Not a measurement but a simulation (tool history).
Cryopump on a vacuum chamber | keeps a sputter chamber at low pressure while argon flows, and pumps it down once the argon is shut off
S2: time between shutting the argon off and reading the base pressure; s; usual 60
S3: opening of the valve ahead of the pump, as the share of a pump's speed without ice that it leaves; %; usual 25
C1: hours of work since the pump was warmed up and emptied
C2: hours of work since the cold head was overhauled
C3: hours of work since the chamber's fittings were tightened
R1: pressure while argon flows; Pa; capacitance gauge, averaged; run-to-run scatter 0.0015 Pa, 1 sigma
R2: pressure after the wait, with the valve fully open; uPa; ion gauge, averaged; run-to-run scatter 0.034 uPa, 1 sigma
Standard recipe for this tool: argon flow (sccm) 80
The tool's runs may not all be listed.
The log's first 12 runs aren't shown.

Run 13, hour 714.8: usual settings but argon flow (sccm) 47; C1 182; C2 830; C3 708. Result: R1 0.2127 Pa, R2 1.97 uPa.
Run 14, hour 795.4: usual settings but S2 35 s; C1 223; C2 871; C3 750. Result: R1 0.3648 Pa, R2 3.24 uPa.
Run 15, hour 857: usual settings but S2 35 s; C1 255; C2 903; C3 781. Result: R1 0.3667 Pa, R2 3.05 uPa.
Run 16, hour 941.2: usual settings but S2 35 s; C1 298; C2 946; C3 825. Result: R1 0.3663 Pa, R2 3.1 uPa.
Run 17, hour 987.2: usual settings but argon flow (sccm) 62; C1 322; C2 970; C3 849. Result: R1 0.2824 Pa, R2 2.05 uPa.
Run 18, hour 1028.3: usual settings but argon flow (sccm) 62; C1 343; C2 991; C3 870. Result: R1 0.2846 Pa, R2 1.99 uPa.
Run 19, hour 1079.1: usual settings but argon flow (sccm) 62; C1 369; C2 1017; C3 896. Result: R1 0.2833 Pa, R2 2.05 uPa.
Run 20, hour 1118.1: usual settings but argon flow (sccm) 33; C1 390; C2 1038; C3 916. Result: R1 0.151 Pa, R2 2.02 uPa.
Run 21, hour 1162.7: usual settings but argon flow (sccm) 33, S2 175 s, S3 34 %; C1 413; C2 1061; C3 939. Result: R1 0.1136 Pa, R2 1.03 uPa.
Run 22, hour 1206.8: usual settings but argon flow (sccm) 62, S2 195 s; C1 435; C2 1083; C3 962. Result: R1 0.2859 Pa, R2 0.89 uPa.
Run 23, hour 1260.5: usual settings but argon flow (sccm) 42; C1 463; C2 1111; C3 989. Result: R1 0.1927 Pa, R2 2.05 uPa.
Run 24, hour 1303.3: usual settings but S2 36 s, S3 15 %; C1 485; C2 1133; C3 1012. Result: R1 0.6167 Pa, R2 3.12 uPa.
Run 25, hour 1355.7: usual settings but S2 36 s, S3 15 %; C1 512; C2 1160; C3 1039. Result: R1 0.6091 Pa, R2 3.14 uPa.
Run 26, hour 1395.9: usual settings but argon flow (sccm) 94, S2 20 s, S3 15 %; C1 533; C2 1181; C3 1059. Result: R1 0.7125 Pa, R2 5.24 uPa.
Run 27, hour 1475.1: usual settings but argon flow (sccm) 94, S2 254 s, S3 21 %; C1 574; C2 1222; C3 1100. Result: R1 0.5205 Pa, R2 0.89 uPa.
Run 28, hour 1534.5: usual settings but argon flow (sccm) 51, S2 254 s, S3 21 %; C1 604; C2 1252; C3 1131. Result: R1 0.2814 Pa, R2 0.83 uPa.
Run 29, hour 1612.7: usual settings but argon flow (sccm) 51, S2 254 s, S3 21 %; C1 645; C2 1293; C3 1171. Result: R1 0.2818 Pa, R2 0.9 uPa.
At hour 1625.1: pump warmed up, emptied and cooled again.
Run 30, hour 1702: usual settings but argon flow (sccm) 93, S2 30 s, S3 17 %; C1 40; C2 1336; C3 1215. Result: R1 0.6152 Pa, R2 3.55 uPa.
Run 31, hour 1784.1: usual settings but argon flow (sccm) 100, S2 23 s, S3 32 %; C1 82; C2 1379; C3 1257. Result: R1 0.355 Pa, R2 4.51 uPa.
Run 32, hour 1865.4: usual settings but S2 79 s; C1 124; C2 1420; C3 1299. Result: R1 0.3612 Pa, R2 1.75 uPa.
Run 33, hour 1920: usual settings but S2 79 s; C1 152; C2 1449; C3 1327. Result: R1 0.3645 Pa, R2 1.75 uPa.

Alternative continuations, all from the tool just after run 33; predict every row:
Run A, hour 1965.2: usual settings but S2 289 s; C1 175; C2 1472; C3 1350. Result: R1 ?, R2 ?.
Run B, hour 1965.2: usual settings but S2 21 s; C1 175; C2 1472; C3 1350. Result: R1 ?, R2 ?.
Run C, hour 1965.2: usual settings but argon flow (sccm) 46, S2 213 s, S3 20 %; C1 175; C2 1472; C3 1350. Result: R1 ?, R2 ?.
Run D, hour 1965.2: usual settings but argon flow (sccm) 120, S2 54 s, S3 37 %; C1 175; C2 1472; C3 1350. Result: R1 ?, R2 ?.
Run E, hour 1965.2: usual settings but argon flow (sccm) 53, S2 83 s, S3 47 %; C1 175; C2 1472; C3 1350. Result: R1 ?, R2 ?.

run      R1    R2
  A  0.3647  0.81
  B  0.3655  5.01
  C  0.2595  0.95
  D    0.37  2.25
  E  0.1296  1.64
With no hidden state in the tool, these same runs would have given:
run      R1    R2
  A  0.3602  0.49
  B   0.361   4.7
  C   0.257  0.64
  D  0.3633  1.94
  E  0.1267  1.32

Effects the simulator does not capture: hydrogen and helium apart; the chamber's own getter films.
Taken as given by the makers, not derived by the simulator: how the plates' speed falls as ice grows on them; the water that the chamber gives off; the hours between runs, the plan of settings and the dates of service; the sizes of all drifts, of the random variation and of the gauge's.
